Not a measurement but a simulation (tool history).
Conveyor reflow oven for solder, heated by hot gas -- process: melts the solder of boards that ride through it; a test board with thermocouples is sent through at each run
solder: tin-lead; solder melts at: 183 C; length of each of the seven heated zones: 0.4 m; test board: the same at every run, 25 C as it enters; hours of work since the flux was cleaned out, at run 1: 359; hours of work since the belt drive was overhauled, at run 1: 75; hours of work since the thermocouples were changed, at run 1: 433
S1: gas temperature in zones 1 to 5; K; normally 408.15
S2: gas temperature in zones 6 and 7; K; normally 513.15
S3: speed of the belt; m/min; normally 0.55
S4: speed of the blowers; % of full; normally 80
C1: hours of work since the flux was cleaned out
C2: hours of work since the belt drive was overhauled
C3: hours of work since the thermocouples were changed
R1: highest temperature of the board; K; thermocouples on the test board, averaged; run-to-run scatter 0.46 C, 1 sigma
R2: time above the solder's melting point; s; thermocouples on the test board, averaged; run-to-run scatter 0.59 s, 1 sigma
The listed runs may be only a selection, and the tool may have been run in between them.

{"run": 1, "hour": 0.0, "S1": 408.15, "S2": 513.15, "S3": 0.55, "S4": 80, "C1": 359, "C2": 75, "C3": 433, "R1": 494.75, "R2": 67.1}
{"run": 2, "hour": 6.9, "S1": 408.15, "S2": 513.15, "S3": 0.55, "S4": 80, "C1": 364, "C2": 81, "C3": 439, "R1": 494.65, "R2": 67.5}
{"hour": 20.3, "done": "flux residue cleaned out of gas plates and filters"}
{"run": 3, "hour": 20.7, "S1": 408.15, "S2": 512.15, "S3": 0.55, "S4": 80, "C1": 0, "C2": 88, "C3": 446, "R1": 492.95, "R2": 66.3}
{"run": 4, "hour": 29.6, "S1": 408.15, "S2": 512.15, "S3": 0.55, "S4": 80, "C1": 7, "C2": 95, "C3": 453, "R1": 493.35, "R2": 66.9}
{"run": 5, "hour": 46.2, "S1": 394.15, "S2": 512.15, "S3": 0.55, "S4": 80, "C1": 20, "C2": 108, "C3": 466, "R1": 490.75, "R2": 59.6}
{"run": 6, "hour": 57.9, "S1": 394.15, "S2": 512.15, "S3": 0.55, "S4": 80, "C1": 30, "C2": 117, "C3": 475, "R1": 491.45, "R2": 59.9}
{"run": 7, "hour": 66.8, "S1": 394.15, "S2": 512.15, "S3": 0.55, "S4": 80, "C1": 37, "C2": 124, "C3": 482, "R1": 490.85, "R2": 60.2}
{"run": 8, "hour": 76.6, "S1": 397.15, "S2": 513.15, "S3": 0.55, "S4": 80, "C1": 44, "C2": 132, "C3": 490, "R1": 492.55, "R2": 61.4}
{"run": 9, "hour": 84.6, "S1": 397.15, "S2": 513.15, "S3": 0.55, "S4": 80, "C1": 51, "C2": 138, "C3": 496, "R1": 493.15, "R2": 62.9}
{"run": 10, "hour": 92.8, "S1": 408.15, "S2": 513.15, "S3": 0.541, "S4": 80, "C1": 57, "C2": 144, "C3": 502, "R1": 495.35, "R2": 69.3}
{"run": 11, "hour": 101.2, "S1": 408.15, "S2": 525.15, "S3": 0.571, "S4": 87, "C1": 64, "C2": 151, "C3": 509, "R1": 505.35, "R2": 73.4}
{"run": 12, "hour": 111.5, "S1": 408.15, "S2": 527.15, "S3": 0.571, "S4": 58, "C1": 72, "C2": 159, "C3": 517, "R1": 497.15, "R2": 65.7}
{"run": 13, "hour": 124.1, "S1": 408.15, "S2": 527.15, "S3": 0.571, "S4": 58, "C1": 82, "C2": 169, "C3": 527, "R1": 497.25, "R2": 65.3}
{"run": 14, "hour": 140.2, "S1": 405.15, "S2": 506.15, "S3": 0.491, "S4": 57, "C1": 94, "C2": 182, "C3": 540, "R1": 484.65, "R2": 63.4}
{"run": 15, "hour": 154.7, "S1": 408.15, "S2": 513.15, "S3": 0.55, "S4": 76, "C1": 106, "C2": 193, "C3": 551, "R1": 493.75, "R2": 66.9}
{"run": 16, "hour": 164.7, "S1": 408.15, "S2": 513.15, "S3": 0.55, "S4": 76, "C1": 114, "C2": 201, "C3": 559, "R1": 493.25, "R2": 66}
{"run": 17, "hour": 175.0, "S1": 400.15, "S2": 513.15, "S3": 0.496, "S4": 57, "C1": 122, "C2": 209, "C3": 567, "R1": 489.45, "R2": 66.7}
{"run": 18, "hour": 189.1, "S1": 400.15, "S2": 513.15, "S3": 0.496, "S4": 87, "C1": 133, "C2": 220, "C3": 578, "R1": 497.45, "R2": 76.9}
{"run": 19, "hour": 202.4, "S1": 400.15, "S2": 513.15, "S3": 0.496, "S4": 87, "C1": 144, "C2": 231, "C3": 589, "R1": 497.55, "R2": 75.9}

Consider 5 possible next runs. They are alternatives, not a sequence: every one starts from the tool as it was left by run 19. What does each give?
{"run": "A", "hour": 215.2, "S1": 396.15, "S2": 501.15, "S3": 0.55, "S4": 80, "C1": 154, "C2": 241, "C3": 599, "R1": "?", "R2": "?"}
{"run": "B", "hour": 215.2, "S1": 400.15, "S2": 527.15, "S3": 0.451, "S4": 75, "C1": 154, "C2": 241, "C3": 599, "R1": "?", "R2": "?"}
{"run": "C", "hour": 215.2, "S1": 408.15, "S2": 524.15, "S3": 0.55, "S4": 80, "C1": 154, "C2": 241, "C3": 599, "R1": "?", "R2": "?"}
{"run": "D", "hour": 215.2, "S1": 401.15, "S2": 511.15, "S3": 0.461, "S4": 87, "C1": 154, "C2": 241, "C3": 599, "R1": "?", "R2": "?"}
{"run": "E", "hour": 215.2, "S1": 400.15, "S2": 513.15, "S3": 0.628, "S4": 64, "C1": 154, "C2": 241, "C3": 599, "R1": "?", "R2": "?"}

run=A R1=482.25 R2=51.7
run=B R1=511.45 R2=92.7
run=C R1=504.25 R2=74.7
run=D R1=498.45 R2=83.6
run=E R1=481.45 R2=44.1
Without the tool's unlogged condition, the same runs would have read:
run=A R1=482.25 R2=51.6
run=B R1=511.45 R2=92.6
run=C R1=504.15 R2=74.7
run=D R1=498.35 R2=83.5
run=E R1=481.35 R2=44
